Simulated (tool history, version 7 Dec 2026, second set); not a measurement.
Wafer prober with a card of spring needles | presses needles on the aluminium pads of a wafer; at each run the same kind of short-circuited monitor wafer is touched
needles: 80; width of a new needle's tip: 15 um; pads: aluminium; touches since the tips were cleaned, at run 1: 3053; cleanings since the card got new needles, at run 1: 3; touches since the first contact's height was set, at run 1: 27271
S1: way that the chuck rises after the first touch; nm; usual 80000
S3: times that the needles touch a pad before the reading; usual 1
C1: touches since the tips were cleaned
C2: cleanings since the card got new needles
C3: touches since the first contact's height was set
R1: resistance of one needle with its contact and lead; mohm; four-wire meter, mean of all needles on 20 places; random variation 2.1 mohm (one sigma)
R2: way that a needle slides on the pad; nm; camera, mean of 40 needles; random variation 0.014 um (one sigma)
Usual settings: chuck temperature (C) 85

{"run": 1, "day": 0.0, "S1": 80000, "chuck temperature (C)": 85, "S3": 1, "C1": 3053, "C2": 3, "C3": 27271, "R1": 283, "R2": 10530}
{"day": 0.65, "done": "tips cleaned on abrasive film"}
{"run": 2, "day": 1.042, "S1": 80000, "chuck temperature (C)": 85, "S3": 1, "C1": 2734, "C2": 4, "C3": 34537, "R1": 283, "R2": 10550}
{"day": 1.829, "done": "tips cleaned on abrasive film"}
{"run": 3, "day": 2.029, "S1": 80000, "chuck temperature (C)": 85, "S3": 2, "C1": 1407, "C2": 5, "C3": 41445, "R1": 274, "R2": 10530}
{"run": 4, "day": 2.6, "S1": 69000, "chuck temperature (C)": 85, "S3": 2, "C1": 5427, "C2": 5, "C3": 45465, "R1": 282, "R2": 9080}
{"day": 2.925, "done": "tips cleaned on abrasive film"}
{"run": 5, "day": 3.175, "S1": 80000, "chuck temperature (C)": 85, "S3": 1, "C1": 1746, "C2": 6, "C3": 49452, "R1": 283, "R2": 10480}
{"day": 4.083, "done": "tips cleaned on abrasive film"}
{"run": 6, "day": 4.083, "S1": 80000, "chuck temperature (C)": 85, "S3": 1, "C1": 0, "C2": 7, "C3": 55787, "R1": 276, "R2": 10510}
{"run": 7, "day": 5.083, "S1": 80000, "chuck temperature (C)": 85, "S3": 1, "C1": 7039, "C2": 7, "C3": 62826, "R1": 284, "R2": 10490}
{"day": 5.212, "done": "tips cleaned on abrasive film"}
{"run": 8, "day": 5.875, "S1": 80000, "chuck temperature (C)": 85, "S3": 1, "C1": 4631, "C2": 8, "C3": 68330, "R1": 282, "R2": 10500}
{"day": 6.308, "done": "tips cleaned on abrasive film"}
{"run": 9, "day": 6.667, "S1": 80000, "chuck temperature (C)": 25, "S3": 1, "C1": 2505, "C2": 9, "C3": 73862, "R1": 266, "R2": 10510}
{"run": 10, "day": 7.354, "S1": 80000, "chuck temperature (C)": 25, "S3": 1, "C1": 7315, "C2": 9, "C3": 78672, "R1": 267, "R2": 10480}
{"day": 7.429, "done": "tips cleaned on abrasive film"}
{"run": 11, "day": 8.154, "S1": 80000, "chuck temperature (C)": 85, "S3": 2, "C1": 5083, "C2": 10, "C3": 84262, "R1": 277, "R2": 10500}
{"day": 8.583, "done": "tips cleaned on abrasive film"}
{"run": 12, "day": 8.838, "S1": 80000, "chuck temperature (C)": 85, "S3": 2, "C1": 1777, "C2": 11, "C3": 89039, "R1": 280, "R2": 10480}
{"day": 9.667, "done": "tips cleaned on abrasive film"}
{"run": 13, "day": 9.729, "S1": 80000, "chuck temperature (C)": 85, "S3": 2, "C1": 431, "C2": 12, "C3": 95258, "R1": 281, "R2": 10460}
{"run": 14, "day": 10.438, "S1": 62000, "chuck temperature (C)": 51, "S3": 3, "C1": 5388, "C2": 12, "C3": 100215, "R1": 271, "R2": 8110}
{"day": 10.75, "done": "tips cleaned on abrasive film"}
{"run": 15, "day": 11.167, "S1": 97000, "chuck temperature (C)": 76, "S3": 2, "C1": 2908, "C2": 13, "C3": 105309, "R1": 273, "R2": 12710}
{"day": 11.854, "done": "tips cleaned on abrasive film"}
{"run": 16, "day": 11.896, "S1": 97000, "chuck temperature (C)": 48, "S3": 2, "C1": 279, "C2": 14, "C3": 110394, "R1": 263, "R2": 12710}
{"run": 17, "day": 12.371, "S1": 85000, "chuck temperature (C)": 31, "S3": 1, "C1": 3623, "C2": 14, "C3": 113738, "R1": 268, "R2": 11140}
{"day": 12.962, "done": "tips cleaned on abrasive film"}
{"run": 18, "day": 13.308, "S1": 78000, "chuck temperature (C)": 52, "S3": 2, "C1": 2425, "C2": 15, "C3": 120292, "R1": 270, "R2": 10200}
{"day": 14.062, "done": "tips cleaned on abrasive film"}
{"run": 19, "day": 14.3, "S1": 78000, "chuck temperature (C)": 52, "S3": 2, "C1": 1684, "C2": 16, "C3": 127216, "R1": 272, "R2": 10180}
{"run": 20, "day": 15.05, "S1": 93000, "chuck temperature (C)": 46, "S3": 1, "C1": 6927, "C2": 16, "C3": 132459, "R1": 276, "R2": 12190}
{"day": 15.242, "done": "tips cleaned on abrasive film"}
{"run": 21, "day": 16.179, "S1": 93000, "chuck temperature (C)": 28, "S3": 1, "C1": 6574, "C2": 17, "C3": 140362, "R1": 265, "R2": 12170}
{"day": 16.371, "done": "tips cleaned on abrasive film"}
{"run": 22, "day": 16.871, "S1": 70000, "chuck temperature (C)": 61, "S3": 3, "C1": 3514, "C2": 18, "C3": 145192, "R1": 276, "R2": 9120}
{"run": 23, "day": 17.383, "S1": 70000, "chuck temperature (C)": 85, "S3": 2, "C1": 7098, "C2": 18, "C3": 148776, "R1": 282, "R2": 9140}
{"day": 17.5, "done": "tips cleaned on abrasive film"}
{"run": 24, "day": 17.962, "S1": 67000, "chuck temperature (C)": 85, "S3": 3, "C1": 3229, "C2": 19, "C3": 152801, "R1": 279, "R2": 8720}
{"run": 25, "day": 18.479, "S1": 67000, "chuck temperature (C)": 85, "S3": 3, "C1": 6878, "C2": 19, "C3": 156450, "R1": 282, "R2": 8730}
{"day": 18.654, "done": "tips cleaned on abrasive film"}
{"run": 26, "day": 19.612, "S1": 63000, "chuck temperature (C)": 57, "S3": 1, "C1": 6721, "C2": 20, "C3": 164362, "R1": 288, "R2": 8180}

Forecast each of these 3 alternatives for the next run:
{"day": 19.808, "done": "tips cleaned on abrasive film"}
{"run": "A", "day": 20.621, "S1": 80000, "chuck temperature (C)": 32, "S3": 1, "C1": 5701, "C2": 21, "C3": 171416, "R1": "?", "R2": "?"}
{"day": 19.808, "done": "tips cleaned on abrasive film"}
{"run": "B", "day": 20.621, "S1": 88000, "chuck temperature (C)": 57, "S3": 2, "C1": 5701, "C2": 21, "C3": 171416, "R1": "?", "R2": "?"}
{"day": 19.808, "done": "tips cleaned on abrasive film"}
{"run": "C", "day": 20.621, "S1": 71000, "chuck temperature (C)": 114, "S3": 1, "C1": 5701, "C2": 21, "C3": 171416, "R1": "?", "R2": "?"}

run=A R1=274 R2=10430
run=B R1=272 R2=11470
run=C R1=294 R2=9230
Without the tool's hidden state the same runs would have given:
run=A R1=262 R2=10560
run=B R1=266 R2=11600
run=C R1=282 R2=9360

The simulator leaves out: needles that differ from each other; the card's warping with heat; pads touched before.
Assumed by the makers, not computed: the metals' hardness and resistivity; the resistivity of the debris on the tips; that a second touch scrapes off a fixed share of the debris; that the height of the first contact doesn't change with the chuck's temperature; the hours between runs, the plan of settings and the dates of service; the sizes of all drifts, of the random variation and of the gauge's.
